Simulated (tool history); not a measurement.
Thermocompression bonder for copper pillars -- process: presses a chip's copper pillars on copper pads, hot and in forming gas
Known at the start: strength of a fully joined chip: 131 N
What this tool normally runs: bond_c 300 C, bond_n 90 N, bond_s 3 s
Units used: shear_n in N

{"run": 1, "hour": 0.0, "bond_c": 300, "bond_n": 90, "bond_s": 3, "shear_n": 64.3}
{"run": 2, "hour": 5.3, "bond_c": 300, "bond_n": 90, "bond_s": 3, "shear_n": 63.3}
{"run": 3, "hour": 15.0, "bond_c": 300, "bond_n": 90, "bond_s": 3, "shear_n": 63.9}
{"run": 4, "hour": 20.1, "bond_c": 300, "bond_n": 90, "bond_s": 3, "shear_n": 63.9}
{"run": 5, "hour": 26.4, "bond_c": 300, "bond_n": 92, "bond_s": 3, "shear_n": 64.7}
{"run": 6, "hour": 31.3, "bond_c": 300, "bond_n": 130, "bond_s": 3, "shear_n": 83.4}
{"run": 7, "hour": 41.5, "bond_c": 300, "bond_n": 90, "bond_s": 3, "shear_n": 63.2}
{"run": 8, "hour": 50.4, "bond_c": 300, "bond_n": 90, "bond_s": 3, "shear_n": 65.2}
{"run": 9, "hour": 60.7, "bond_c": 300, "bond_n": 90, "bond_s": 3, "shear_n": 63.3}
{"run": 10, "hour": 69.7, "bond_c": 300, "bond_n": 90, "bond_s": 3, "shear_n": 62.9}
{"run": 11, "hour": 79.0, "bond_c": 300, "bond_n": 90, "bond_s": 3, "shear_n": 63.9}
{"hour": 81.5, "done": "force cell calibrated"}
{"run": 12, "hour": 91.9, "bond_c": 300, "bond_n": 90, "bond_s": 3, "shear_n": 63.6}
{"run": 13, "hour": 100.6, "bond_c": 313, "bond_n": 90, "bond_s": 3, "shear_n": 72.5}
{"hour": 104.7, "done": "force cell calibrated, once more"}
{"run": 14, "hour": 112.6, "bond_c": 313, "bond_n": 90, "bond_s": 3, "shear_n": 72.6}
{"hour": 115.4, "done": "forming gas filter changed"}
{"run": 15, "hour": 123.6, "bond_c": 282, "bond_n": 60, "bond_s": 2, "shear_n": 30.9}
{"run": 16, "hour": 132.7, "bond_c": 282, "bond_n": 60, "bond_s": 5, "shear_n": 45.5}
{"run": 17, "hour": 142.6, "bond_c": 282, "bond_n": 129, "bond_s": 6, "shear_n": 90.6}
{"run": 18, "hour": 153.3, "bond_c": 300, "bond_n": 90, "bond_s": 2, "shear_n": 57.8}
{"run": 19, "hour": 163.8, "bond_c": 312, "bond_n": 113, "bond_s": 3, "shear_n": 87.1}
{"run": 20, "hour": 170.7, "bond_c": 324, "bond_n": 90, "bond_s": 8, "shear_n": 105.6}
{"run": 21, "hour": 176.6, "bond_c": 324, "bond_n": 90, "bond_s": 8, "shear_n": 105.2}
{"run": 22, "hour": 186.8, "bond_c": 276, "bond_n": 76, "bond_s": 6, "shear_n": 57.4}
{"run": 23, "hour": 192.7, "bond_c": 287, "bond_n": 101, "bond_s": 6, "shear_n": 80.5}
{"run": 24, "hour": 200.5, "bond_c": 299, "bond_n": 101, "bond_s": 6, "shear_n": 88.1}
{"run": 25, "hour": 209.1, "bond_c": 300, "bond_n": 90, "bond_s": 2, "shear_n": 57.4}
{"run": 26, "hour": 217.4, "bond_c": 300, "bond_n": 90, "bond_s": 2, "shear_n": 57.8}
{"run": 27, "hour": 225.7, "bond_c": 300, "bond_n": 90, "bond_s": 2, "shear_n": 57.2}
{"run": 28, "hour": 232.8, "bond_c": 300, "bond_n": 59, "bond_s": 4, "shear_n": 51.4}

Forecast each of these 3 alternatives for the next run:
{"run": "A", "hour": 242.8, "bond_c": 285, "bond_n": 112, "bond_s": 3, "shear_n": "?"}
{"run": "B", "hour": 242.8, "bond_c": 307, "bond_n": 107, "bond_s": 4, "shear_n": "?"}
{"run": "C", "hour": 242.8, "bond_c": 277, "bond_n": 66, "bond_s": 3, "shear_n": "?"}

run=A shear_n=68.3
run=B shear_n=86.8
run=C shear_n=37.7
Stripped of hidden state, with their random variation kept, the same runs would have yielded:
run=A shear_n=67.3
run=B shear_n=86.1
run=C shear_n=36.9
